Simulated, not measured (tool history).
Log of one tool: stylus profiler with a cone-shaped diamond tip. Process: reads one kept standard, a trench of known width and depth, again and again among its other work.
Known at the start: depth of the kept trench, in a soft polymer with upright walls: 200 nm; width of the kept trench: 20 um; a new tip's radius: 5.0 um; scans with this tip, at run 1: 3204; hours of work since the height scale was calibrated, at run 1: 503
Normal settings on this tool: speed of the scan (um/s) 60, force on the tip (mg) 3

run,hour,speed of the scan (um/s),force on the tip (mg),scans with this tip,hours of work since the height scale was calibrated,depth of the trench (angstrom),width of the trench's floor (nm)
1,0,60,3,3204,503,2019.5,16580
2,93.4,60,3,3481,546,2016.3,16620
3,146.2,60,3,3637,570,2016.6,16530
4,208.8,84,3,3822,600,2016.2,16360
5,304.3,84,3,4105,644,2015.7,16430
6,384.7,60,3,4343,681,2017.6,16510
7,459,60,3,4563,716,2016.2,16510
8,535,60,1.1,4788,751,2003.9,16260
9,639.8,60,1.1,5098,800,2005.5,16290
10,721.9,60,1.1,5341,838,2001.7,16250
11,777,60,1.1,5505,863,2004,16210
12,885,60,1.1,5824,914,2001.5,16210
13,936.3,60,1.1,5976,937,2003.1,16190
14,1024.5,60,3,6237,978,2012.8,16410
15,1096.4,60,3,6450,1012,2012.6,16390
16,1174.3,60,3,6681,1048,2012.2,16390
17,1287.2,60,3,7015,1100,2011.1,16330
18,1349,60,3,7198,1129,2012.5,16330
19,1413.4,60,1.39,7389,1159,2002.3,16170
20,1517.1,60,3,7696,1207,2010.9,16310
21,1619.7,60,8.12,8000,1255,2031.5,16430
22,1733.3,60,8.12,8336,1307,2030.2,16330
23,1829.6,60,8.12,8621,1352,2030,16370
24,1940.7,29,1.02,8950,1404,1999,16290
25,2048,27,2.02,9268,1454,2003.2,16370
26,2146.5,27,2.02,9559,1499,2003.2,16340
27,2210,87,4.29,9747,1529,2013.9,16030
28,2256.9,87,4.29,9886,1551,2015.6,16080
29,2311.1,87,4.29,10046,1576,2013.5,16090
30,2384.9,95,2.79,10265,1610,2006,15870
31,2447.1,217,1.32,10449,1639,1999.1,14560
32,2519.7,42,6.86,10664,1673,2022.6,16230
33,2585.4,44,4.2,10858,1703,2011,16280
34,2696.2,35,1.61,11186,1755,2000.4,16140
35,2808.6,137,2.76,11519,1807,2006.3,15600
36,2873.5,160,1.24,11711,1837,1996.3,14900
# hour 2924.5: height scale calibrated on a step standard
37,2947,111,2.76,11927,10,2019.3,15740
38,3033.6,111,2.76,12184,51,2019.7,15650
39,3094,111,2.85,12363,79,2020.1,15690
40,3184.3,36,8.22,12630,121,2040.1,16200
41,3276.3,56,8.97,12902,163,2043.6,16170
42,3361.9,202,3,13156,203,2020.7,15100
43,3473,60,1.38,13485,255,2012.2,15690
44,3580,15,1.28,13801,304,2010.6,16200
45,3688.5,19,1.96,14123,355,2012.2,16090

4 ways to go on from here, each from the tool as it stands after run 45. What would each give?
A,3767,19,7.32,14355,391,?,?
B,3767,33,1.96,14355,391,?,?
C,3767,53,3,14355,391,?,?
D,3767,34,2.52,14355,391,?,?

run,depth of the trench (angstrom),width of the trench's floor (nm)
A,2035.1,16140
B,2012.6,15970
C,2017.6,15910
D,2016.4,15970
With no hidden state in the tool, these same runs would have given:
run,depth of the trench (angstrom),width of the trench's floor (nm)
A,2038.6,17110
B,2016.1,16950
C,2021,16890
D,2019.9,16940
